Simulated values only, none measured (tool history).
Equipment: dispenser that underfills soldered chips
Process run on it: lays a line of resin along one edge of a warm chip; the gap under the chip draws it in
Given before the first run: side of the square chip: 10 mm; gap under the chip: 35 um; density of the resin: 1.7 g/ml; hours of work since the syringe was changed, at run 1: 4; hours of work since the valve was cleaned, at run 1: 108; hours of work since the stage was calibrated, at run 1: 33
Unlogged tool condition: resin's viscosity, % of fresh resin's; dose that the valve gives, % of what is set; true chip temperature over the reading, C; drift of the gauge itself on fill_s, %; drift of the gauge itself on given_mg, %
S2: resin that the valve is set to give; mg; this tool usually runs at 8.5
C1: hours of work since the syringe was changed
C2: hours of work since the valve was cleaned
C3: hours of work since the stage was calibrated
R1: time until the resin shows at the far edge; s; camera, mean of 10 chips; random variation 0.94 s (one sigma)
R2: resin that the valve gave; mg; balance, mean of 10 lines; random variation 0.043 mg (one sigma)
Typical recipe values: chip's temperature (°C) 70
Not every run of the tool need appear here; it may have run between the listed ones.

Run 1, hour 0: usual settings; C1 4; C2 108; C3 33. Result: R1 121.9 s, R2 7.92 mg.
At hour 7: new syringe of resin.
Run 2, hour 11.5: usual settings; C1 3; C2 115; C3 41. Result: R1 117.6 s, R2 7.87 mg.
At hour 19.8: new syringe of resin.
Run 3, hour 20.8: usual settings; C1 1; C2 121; C3 46. Result: R1 97.8 s, R2 7.78 mg.
Run 4, hour 30: usual settings but S2 9.45 mg; C1 7; C2 127; C3 52. Result: R1 152.6 s, R2 8.56 mg.
At hour 32.2: new syringe of resin.
At hour 38.3: dispensing valve cleaned and set on the balance.
Run 5, hour 38.6: usual settings but S2 9.45 mg; C1 3; C2 0; C3 57. Result: R1 114.5 s, R2 9.34 mg.
At hour 46.2: new syringe of resin.
Run 6, hour 48.9: usual settings but S2 9.45 mg; C1 2; C2 7; C3 64. Result: R1 103.5 s, R2 9.41 mg.
Run 7, hour 56: usual settings but S2 8.13 mg; C1 6; C2 11; C3 68. Result: R1 152.4 s, R2 8.1 mg.
At hour 58.8: new syringe of resin.
Run 8, hour 61.6: usual settings but S2 9.55 mg; C1 2; C2 15; C3 72. Result: R1 105.3 s, R2 9.47 mg.
Run 9, hour 68.2: usual settings but S2 9.55 mg; C1 6; C2 19; C3 76. Result: R1 146.1 s, R2 9.37 mg.
At hour 72.1: new syringe of resin.
Run 10, hour 75.2: usual settings but S2 9.55 mg; C1 2; C2 23; C3 80. Result: R1 107.2 s, R2 9.41 mg.
Run 11, hour 82.9: usual settings but chip's temperature (°C) 67, S2 7.42 mg; C1 7; C2 28; C3 85. Result: R1 191.4 s, R2 7.29 mg.
At hour 85.2: new syringe of resin.
Run 12, hour 89.2: usual settings but chip's temperature (°C) 64, S2 7.99 mg; C1 3; C2 32; C3 89. Result: R1 154.8 s, R2 7.81 mg.
At hour 97.8: new syringe of resin.
Run 13, hour 98.4: usual settings but chip's temperature (°C) 69, S2 8.83 mg; C1 0; C2 38; C3 95. Result: R1 100.2 s, R2 8.67 mg.
Run 14, hour 103.2: usual settings but chip's temperature (°C) 69, S2 8.83 mg; C1 3; C2 41; C3 98. Result: R1 130.9 s, R2 8.58 mg.
At hour 110.5: new syringe of resin.
Run 15, hour 113.6: usual settings but chip's temperature (°C) 66, S2 11.03 mg; C1 2; C2 48; C3 104. Result: R1 128 s, R2 10.69 mg.
Run 16, hour 118.8: usual settings but chip's temperature (°C) 72, S2 8.57 mg; C1 5; C2 51; C3 108. Result: R1 128.5 s, R2 8.2 mg.
At hour 123.6: new syringe of resin.
Run 17, hour 128.4: usual settings but chip's temperature (°C) 72, S2 8.57 mg; C1 3; C2 57; C3 114. Result: R1 108.7 s, R2 8.19 mg.
At hour 136.6: new syringe of resin.
Run 18, hour 137.2: usual settings but chip's temperature (°C) 59, S2 10.13 mg; C1 0; C2 62; C3 119. Result: R1 157.5 s, R2 9.64 mg.

Run 19 has not been measured yet. What should we expect?
Run 19, hour 142.2: usual settings but chip's temperature (°C) 66, S2 7.98 mg; C1 4; C2 66; C3 123. Result: R1 ?, R2 ?.

{"run 19": {"R1": 150.2, "R2": 7.53}}
On a tool with no hidden condition, and with the same random variation, this run would have come out at R1 108.6 s, R2 7.9 mg.
